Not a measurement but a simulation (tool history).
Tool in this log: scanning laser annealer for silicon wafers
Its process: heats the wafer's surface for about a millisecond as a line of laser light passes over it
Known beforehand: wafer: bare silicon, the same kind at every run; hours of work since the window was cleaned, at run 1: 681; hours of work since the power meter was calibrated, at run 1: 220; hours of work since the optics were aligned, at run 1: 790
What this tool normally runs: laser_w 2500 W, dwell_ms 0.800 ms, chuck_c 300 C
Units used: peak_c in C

run	hour	laser_w	dwell_ms	chuck_c	hours of work since the window was cleaned	hours of work since the power meter was calibrated	hours of work since the optics were aligned	peak_c
1	0.0	2500	0.800	300	681	220	790	966
2	5.8	2500	0.800	300	684	222	792	967
3	16.3	2657	0.800	300	689	228	798	1016
4	26.4	2657	0.800	300	694	233	803	1020
5	34.8	2657	0.800	300	698	237	807	1017
6	40.6	2657	0.800	300	701	240	810	1016
7	49.9	2657	0.800	300	705	244	814	1015
8	61.4	2162	0.800	300	711	250	820	850
9	68.1	2162	0.800	300	714	253	823	852
10	78.8	2162	0.800	300	720	258	828	854
11	89.1	2538	0.800	268	725	264	834	944
12	101.1	2379	0.803	294	731	269	839	918
13	111.9	2645	0.991	294	736	275	845	1088
14	120.9	2500	0.617	300	740	279	849	882
# hour 126.5: optics aligned, line set to its width
15	132.7	2500	0.784	321	744	283	3	965
16	141.3	2500	0.784	321	748	287	7	971
# hour 155.2: optics aligned, line set to its width, once more
17	155.3	2500	0.784	321	753	291	0	987
18	166.0	2500	0.784	321	758	297	5	984
19	172.6	2639	0.561	278	761	300	9	876
20	182.1	2639	0.561	278	766	305	13	876

What would each run have given without the hidden state, its run-to-run variation left as it was?
Hidden conditions of the tool in this case: light that passes the window, % of a clean one's; laser's true power over the reading, %; width of the line over the set one, %; drift of the gauge itself on peak_c, C.
run	peak_c
1	1013
2	1014
3	1068
4	1072
5	1069
6	1069
7	1068
8	890
9	893
10	895
11	995
12	965
13	1148
14	927
15	1021
16	1028
17	1028
18	1025
19	913
20	914
